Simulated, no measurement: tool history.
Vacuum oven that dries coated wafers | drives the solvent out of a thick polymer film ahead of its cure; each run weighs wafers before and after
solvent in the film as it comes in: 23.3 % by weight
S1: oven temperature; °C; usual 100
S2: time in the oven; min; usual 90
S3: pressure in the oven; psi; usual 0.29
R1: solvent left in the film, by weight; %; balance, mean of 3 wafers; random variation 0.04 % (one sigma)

Run 1, hour 0: usual settings. Result: R1 4.59 %.
Run 2, hour 94.5: usual settings. Result: R1 4.53 %.
Run 3, hour 203.8: usual settings but S1 88 °C. Result: R1 8.21 %.
Run 4, hour 270.1: usual settings but S1 97 °C. Result: R1 5.4 %.
Run 5, hour 317.3: usual settings. Result: R1 4.61 %.
Run 6, hour 379.4: usual settings but S3 0.186 psi. Result: R1 4.28 %.
Run 7, hour 466.7: usual settings but S3 0.186 psi. Result: R1 4.29 %.
Run 8, hour 574.1: usual settings but S3 0.186 psi. Result: R1 4.35 %.
Run 9, hour 654.6: usual settings but S3 0.86 psi. Result: R1 6.07 %.
Run 10, hour 755.2: usual settings but S3 0.86 psi. Result: R1 6.21 %.
Run 11, hour 820.6: usual settings but S3 0.86 psi. Result: R1 6.11 %.
Run 12, hour 905: usual settings but S3 0.86 psi. Result: R1 6.14 %.
Run 13, hour 985.8: usual settings. Result: R1 4.64 %.
Run 14, hour 1041.4: usual settings. Result: R1 4.59 %.
Run 15, hour 1140.5: usual settings. Result: R1 4.58 %.
Run 16, hour 1244.5: usual settings. Result: R1 4.58 %.
Run 17, hour 1298.4: usual settings but S1 99 °C, S2 105 min, S3 0.76 psi. Result: R1 5.29 %.
Run 18, hour 1410.4: usual settings but S1 103 °C, S2 77 min, S3 0.754 psi. Result: R1 5.79 %.
Run 19, hour 1513.9: usual settings but S1 97 °C, S2 57 min. Result: R1 8.38 %.
Run 20, hour 1560: usual settings but S1 91 °C, S2 119 min, S3 0.302 psi. Result: R1 5.51 %.
Run 21, hour 1660.7: usual settings but S1 91 °C, S2 95 min, S3 0.368 psi. Result: R1 7.2 %.
Run 22, hour 1763.2: usual settings but S1 91 °C, S2 113 min, S3 0.287 psi. Result: R1 5.78 %.
Run 23, hour 1838.4: usual settings but S1 99 °C, S2 60 min. Result: R1 7.5 %.
Run 24, hour 1898.1: usual settings but S1 112 °C, S2 62 min, S3 0.728 psi. Result: R1 4.54 %.
Run 25, hour 2007: usual settings but S1 113 °C. Result: R1 1.85 %.
Run 26, hour 2067.3: usual settings but S1 113 °C. Result: R1 1.89 %.
Run 27, hour 2141.6: usual settings but S1 106 °C, S2 92 min, S3 0.422 psi. Result: R1 3.34 %.
Run 28, hour 2212.1: usual settings but S2 112 min. Result: R1 3.39 %.
Run 29, hour 2296.7: usual settings but S1 85 °C. Result: R1 9.12 %.
Run 30, hour 2349.6: usual settings but S1 106 °C, S3 0.342 psi. Result: R1 3.29 %.

Not shown: 2 entries that the log had between the listed runs. Between which runs, and how does the tool's hidden state differ before and after?
Between runs 13 and 14: oven's thermocouples calibrated (hour 1017.6)
  true wafer temperature over the reading, C: -0.07 -> 0
Between runs 18 and 19: vacuum gauge cleaned of residue and calibrated (hour 1442.2)
  true wafer temperature over the reading, C: -0.01 -> -0.02; true pressure over the reading, kPa: 0.024 -> 0
